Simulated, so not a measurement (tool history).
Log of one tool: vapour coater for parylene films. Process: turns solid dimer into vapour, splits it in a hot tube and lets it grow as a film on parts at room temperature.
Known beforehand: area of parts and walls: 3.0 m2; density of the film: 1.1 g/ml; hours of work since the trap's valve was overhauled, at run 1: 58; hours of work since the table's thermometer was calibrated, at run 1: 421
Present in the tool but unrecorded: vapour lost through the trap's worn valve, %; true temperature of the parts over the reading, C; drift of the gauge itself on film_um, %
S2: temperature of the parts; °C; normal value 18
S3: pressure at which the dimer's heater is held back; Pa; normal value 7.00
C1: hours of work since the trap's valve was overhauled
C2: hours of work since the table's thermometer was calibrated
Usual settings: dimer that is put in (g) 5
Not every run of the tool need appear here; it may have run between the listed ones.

Run 1, hour 0.0: usual settings; C1 58; C2 421. Result: thickness of the film (um) 0.670.
Run 2, hour 13.3: usual settings; C1 64; C2 427. Result: thickness of the film (um) 0.660.
Run 3, hour 30.9: usual settings; C1 71; C2 435. Result: thickness of the film (um) 0.663.
Run 4, hour 52.7: usual settings; C1 81; C2 444. Result: thickness of the film (um) 0.655.
Run 5, hour 81.1: usual settings; C1 94; C2 457. Result: thickness of the film (um) 0.655.
Run 6, hour 109.6: usual settings; C1 106; C2 470. Result: thickness of the film (um) 0.665.
Run 7, hour 130.4: usual settings but S2 14 °C; C1 115; C2 479. Result: thickness of the film (um) 0.750.
Run 8, hour 158.6: usual settings but dimer that is put in (g) 6; C1 128; C2 491. Result: thickness of the film (um) 0.791.
Run 9, hour 183.1: usual settings but dimer that is put in (g) 6; C1 139; C2 502. Result: thickness of the film (um) 0.803.
Run 10, hour 207.3: usual settings but dimer that is put in (g) 6; C1 149; C2 513. Result: thickness of the film (um) 0.787.
Run 11, hour 238.9: usual settings but dimer that is put in (g) 6, S3 2.55 Pa; C1 163; C2 527. Result: thickness of the film (um) 0.952.
Run 12, hour 269.0: usual settings but dimer that is put in (g) 3, S3 3.19 Pa; C1 177; C2 540. Result: thickness of the film (um) 0.450.
Run 13, hour 298.3: usual settings but S3 3.31 Pa; C1 190; C2 553. Result: thickness of the film (um) 0.761.
Run 14, hour 313.4: usual settings but dimer that is put in (g) 4, S3 2.08 Pa; C1 196; C2 560. Result: thickness of the film (um) 0.656.
Run 15, hour 329.8: usual settings but S2 17 °C, S3 7.26 Pa; C1 204; C2 567. Result: thickness of the film (um) 0.662.
Run 16, hour 349.7: usual settings but dimer that is put in (g) 2, S2 10 °C, S3 9.94 Pa; C1 213; C2 576. Result: thickness of the film (um) 0.303.
Run 17, hour 374.7: usual settings but dimer that is put in (g) 2, S2 10 °C, S3 9.94 Pa; C1 224; C2 587. Result: thickness of the film (um) 0.307.
Run 18, hour 388.0: usual settings but dimer that is put in (g) 2, S2 10 °C, S3 9.94 Pa; C1 229; C2 593. Result: thickness of the film (um) 0.311.
Run 19, hour 419.9: usual settings but dimer that is put in (g) 7, S3 3.04 Pa; C1 244; C2 607. Result: thickness of the film (um) 1.063.
Run 20, hour 434.7: usual settings but dimer that is put in (g) 7; C1 250; C2 614. Result: thickness of the film (um) 0.894.
Run 21, hour 460.7: usual settings but dimer that is put in (g) 7, S2 20 °C, S3 9.67 Pa; C1 262; C2 625. Result: thickness of the film (um) 0.787.
Run 22, hour 490.6: usual settings but dimer that is put in (g) 7, S2 20 °C, S3 9.67 Pa; C1 275; C2 638. Result: thickness of the film (um) 0.796.

Consider 5 possible next runs. They are alternatives, not a sequence: every one starts from the tool as it was left by run 22. What does each give?
Run A, hour 519.1: usual settings but S2 20 °C, S3 9.67 Pa; C1 288; C2 651. Result: thickness of the film (um) ?.
Run B, hour 519.1: usual settings but S2 16 °C, S3 4.66 Pa; C1 288; C2 651. Result: thickness of the film (um) ?.
Run C, hour 519.1: usual settings but dimer that is put in (g) 7, S2 20 °C, S3 9.67 Pa; C1 288; C2 651. Result: thickness of the film (um) ?.
Run D, hour 519.1: usual settings but dimer that is put in (g) 8, S2 23 °C, S3 9.67 Pa; C1 288; C2 651. Result: thickness of the film (um) ?.
Run E, hour 519.1: usual settings but dimer that is put in (g) 7, S2 21 °C, S3 3.88 Pa; C1 288; C2 651. Result: thickness of the film (um) ?.

run  thickness of the film (um)
  A                       0.554
  B                       0.744
  C                       0.787
  D                       0.832
  E                       0.913
The same runs, with their run-to-run variation unchanged, on a tool lacking any hidden condition would have given:
run  thickness of the film (um)
  A                       0.591
  B                       0.793
  C                       0.838
  D                       0.886
  E                       0.973
